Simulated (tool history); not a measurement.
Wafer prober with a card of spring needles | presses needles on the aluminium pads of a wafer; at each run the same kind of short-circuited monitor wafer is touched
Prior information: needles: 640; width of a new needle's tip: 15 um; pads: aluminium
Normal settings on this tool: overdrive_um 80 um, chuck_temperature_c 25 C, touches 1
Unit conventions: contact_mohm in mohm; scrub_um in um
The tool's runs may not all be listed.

run	day	overdrive_um	chuck_temperature_c	touches	contact_mohm	scrub_um
1	0	80	25	1	259	17.88
# day 0.317: tips cleaned on abrasive film
# day 0.696: tips cleaned on abrasive film
# day 1.062: tips cleaned on abrasive film
2	1.062	80	25	1	241	17.67
# day 1.417: tips cleaned on abrasive film
3	1.725	80	25	1	308	17.63
# day 1.808: tips cleaned on abrasive film
# day 1.896: height of the first contact set anew
# day 2.138: tips cleaned on abrasive film
# day 2.454: tips cleaned on abrasive film
# day 2.775: tips cleaned on abrasive film
4	2.796	80	25	1	251	18.06
# day 3.162: tips cleaned on abrasive film
# day 3.55: tips cleaned on abrasive film
5	3.667	80	25	1	272	18.1
# day 3.896: tips cleaned on abrasive film
# day 4.275: tips cleaned on abrasive film
6	4.533	80	25	1	305	18.01
# day 4.612: tips cleaned on abrasive film
# day 4.933: tips cleaned on abrasive film
# day 5.308: tips cleaned on abrasive film
# day 5.392: tips cleaned on abrasive film, once more
# day 5.708: tips cleaned on abrasive film
7	5.95	80	25	1	300	17.92
# day 6.033: tips cleaned on abrasive film
# day 6.417: tips cleaned on abrasive film
# day 6.733: tips cleaned on abrasive film
# day 7.125: tips cleaned on abrasive film
8	7.138	80	25	1	245	17.82
# day 7.446: tips cleaned on abrasive film
# day 7.821: tips cleaned on abrasive film
# day 8.2: tips cleaned on abrasive film
# day 8.288: height of the first contact set anew
# day 8.596: tips cleaned on abrasive film
9	8.596	80	25	1	244	18.14
# day 8.962: tips cleaned on abrasive film
# day 9.342: tips cleaned on abrasive film
10	9.496	80	25	1	283	18.06
# day 9.725: tips cleaned on abrasive film
# day 10.042: tips cleaned on abrasive film
11	10.308	80	25	1	307	17.98
# day 10.383: tips cleaned on abrasive film
# day 10.775: tips cleaned on abrasive film
12	11.025	80	25	1	303	18.02
# day 11.108: tips cleaned on abrasive film
# day 11.425: tips cleaned on abrasive film
13	11.683	80	25	1	309	17.94
# day 11.767: tips cleaned on abrasive film
# day 12.142: tips cleaned on abrasive film
# day 12.521: tips cleaned on abrasive film
14	12.521	80	25	1	250	17.89
# day 12.9: tips cleaned on abrasive film
# day 13.217: tips cleaned on abrasive film
# day 13.604: tips cleaned on abrasive film
# day 13.946: tips cleaned on abrasive film
15	13.946	95	25	2	240	21.21
# day 14.325: tips cleaned on abrasive film
# day 14.638: height of the first contact set anew
# day 14.721: tips cleaned on abrasive film
16	15.008	95	25	2	266	21.49
# day 15.083: tips cleaned on abrasive film
# day 15.467: tips cleaned on abrasive film
# day 15.783: tips cleaned on abrasive film
# day 16.108: tips cleaned on abrasive film
17	16.108	72	25	1	240	16.2
# day 16.5: tips cleaned on abrasive film
# day 16.875: tips cleaned on abrasive film
18	16.912	93	25	2	250	20.93
# day 17.225: tips cleaned on abrasive film
# day 17.542: tips cleaned on abrasive film
# day 17.921: tips cleaned on abrasive film
19	18.208	93	25	2	275	20.85

What will run 20 give?
# day 18.283: tips cleaned on abrasive film
# day 18.654: tips cleaned on abrasive film
# day 18.975: tips cleaned on abrasive film
20	19.204	80	90	1	?	?

For run 20 the tool returned contact_mohm 321 mohm, scrub_um 17.85 um.
Minus the tool's unlogged condition, the same run would have read contact_mohm 248 mohm, scrub_um 18.14 um.

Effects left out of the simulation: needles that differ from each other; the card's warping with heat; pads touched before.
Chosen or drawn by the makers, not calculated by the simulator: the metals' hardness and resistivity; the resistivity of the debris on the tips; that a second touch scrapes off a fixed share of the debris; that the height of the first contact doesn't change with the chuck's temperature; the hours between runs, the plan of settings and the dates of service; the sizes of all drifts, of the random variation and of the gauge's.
